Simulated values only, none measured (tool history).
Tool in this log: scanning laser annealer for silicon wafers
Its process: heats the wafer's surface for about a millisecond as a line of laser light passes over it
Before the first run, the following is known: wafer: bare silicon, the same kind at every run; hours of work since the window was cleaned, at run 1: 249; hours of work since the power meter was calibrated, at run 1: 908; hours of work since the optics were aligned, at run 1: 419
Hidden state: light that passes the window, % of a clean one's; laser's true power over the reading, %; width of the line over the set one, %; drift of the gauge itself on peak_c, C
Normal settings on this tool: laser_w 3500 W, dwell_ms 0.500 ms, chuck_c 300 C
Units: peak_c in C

run    hour  laser_w  dwell_ms  chuck_c  hours of work since the window was cleaned  hours of work since the power meter was calibrated  hours of work since the optics were aligned  peak_c
  1     0.0     3500     0.500      300                                         249                                                 908                                          419    1090
  2    53.8     3500     0.500      300                                         272                                                 931                                          441    1093
  3   109.5     3500     0.500      300                                         295                                                 954                                          465    1086
  4   155.4     3500     0.500      300                                         314                                                 973                                          484    1085
  5   238.4     3500     0.613      300                                         349                                                1008                                          518    1160
  6   309.1     3500     0.500      300                                         379                                                1038                                          548    1083
  7   361.0     3500     0.500      300                                         400                                                1059                                          570    1080
  8   404.7     3500     0.500      300                                         419                                                1078                                          588    1075
  9   473.9     3500     0.351      300                                         448                                                1107                                          617     959
 10   518.9     3500     0.566      300                                         466                                                1126                                          636    1118
 11   557.8     3500     0.566      300                                         483                                                1142                                          652    1118
 12   638.2     3500     0.566      300                                         516                                                1175                                          686    1114
 13   689.6     3500     0.500      278                                         538                                                1197                                          707    1046
 14   778.2     3500     0.500      278                                         575                                                1234                                          744    1043
      800.5  -- window over the wafer cleaned
 15   820.8     3207     0.498      304                                           8                                                1251                                          761    1014
 16   867.0     3792     0.553      300                                          28                                                1270                                          781    1219
 17   916.7     3792     0.553      300                                          49                                                1291                                          801    1221
 18   984.8     3387     0.493      260                                          77                                                1320                                          830    1014
 19  1046.8     3387     0.493      260                                         103                                                1346                                          856    1010
 20  1086.5     3625     0.500      277                                         120                                                1362                                          872    1100
 21  1181.9     3831     0.569      300                                         160                                                1402                                          912    1235
 22  1245.5     3197     0.432      300                                         186                                                1429                                          939     954
 23  1314.0     3805     0.500      322                                         215                                                1457                                          968    1189

Run 24 is up next; what results do you expect?
     1388.3  -- optics aligned, line set to its width
 24  1399.9     3500     0.500      325                                         249                                                1491                                            5       ?

For run 24 the tool returned peak_c 1121 C.
If the tool had no hidden condition, the same run with the same run-to-run variation would have returned peak_c 1143 C.
